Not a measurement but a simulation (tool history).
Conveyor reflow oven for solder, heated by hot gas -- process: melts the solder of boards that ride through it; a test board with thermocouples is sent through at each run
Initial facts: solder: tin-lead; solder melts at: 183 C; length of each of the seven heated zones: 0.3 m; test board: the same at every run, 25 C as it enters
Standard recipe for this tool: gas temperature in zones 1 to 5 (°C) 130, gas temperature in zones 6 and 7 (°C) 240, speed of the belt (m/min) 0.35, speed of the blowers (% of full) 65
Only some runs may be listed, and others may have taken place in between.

run	hour	gas temperature in zones 1 to 5 (°C)	gas temperature in zones 6 and 7 (°C)	speed of the belt (m/min)	speed of the blowers (% of full)	highest temperature of the board (°C)	time above the solder's melting point (s)
1	0	130	240	0.35	65	219.3	76
2	18.5	130	251	0.35	65	228.9	84
3	27	130	240	0.35	60	217.6	74
4	41.6	130	240	0.35	60	217.7	73.8
5	55.2	130	240	0.35	60	217.6	73.7
6	71.8	130	240	0.35	60	217.9	73.7
7	83.7	130	240	0.35	60	217.6	73.6
8	96.8	130	240	0.35	59	217.6	72.9
9	108.9	130	240	0.309	65	223.4	91.4
10	125.3	130	240	0.309	65	223.6	91
11	139.6	130	240	0.309	65	223.4	91.3
12	153.7	130	240	0.309	65	223.1	90.9
13	166.1	130	240	0.309	65	223.1	90.8
14	176.3	130	240	0.35	54	215.6	71.2
15	184.7	130	240	0.35	54	215.7	70.9
16	193.5	130	240	0.35	75	220.9	77.4
17	211.3	130	236	0.35	66	215.3	71.4
18	226.1	144	251	0.35	66	230.7	93.2
19	237.5	133	251	0.35	66	228.6	86
20	252.5	129	232	0.412	75	207	50.6
21	261.5	129	232	0.412	75	207.7	50.5
22	278.1	129	232	0.412	76	207.5	50.9
23	292.9	129	232	0.412	76	207.2	50.5
24	307.4	129	232	0.412	76	207.2	50.2
25	318.3	122	232	0.319	85	216.6	78.6
26	331.8	122	232	0.319	85	216.4	79
27	347.1	125	240	0.35	90	221.8	77.4
28	365.9	134	250	0.35	90	231.4	89.4
29	380.4	131	250	0.327	90	234.2	95.8
30	392.1	131	237	0.322	82	221.3	86.6
31	400.6	131	237	0.322	82	220.9	87
32	419.8	118	240	0.373	65	212	58.4

Consider 3 possible next runs. They are alternatives, not a sequence: every one starts from the tool as it was left by run 32. What does each give?
# hour 424.2: thermocouples of zones 6 and 7 changed
A	432	122	240	0.416	57	?	?
# hour 424.2: thermocouples of zones 6 and 7 changed
B	432	128	240	0.397	65	?	?
# hour 424.2: thermocouples of zones 6 and 7 changed
C	432	134	240	0.301	65	?	?

run	highest temperature of the board (°C)	time above the solder's melting point (s)
A	206	45.7
B	212.9	58.4
C	224.9	97.7
Without the tool's unlogged condition, the same runs would have read:
run	highest temperature of the board (°C)	time above the solder's melting point (s)
A	207.7	47.4
B	214.6	59.7
C	225.9	97.5
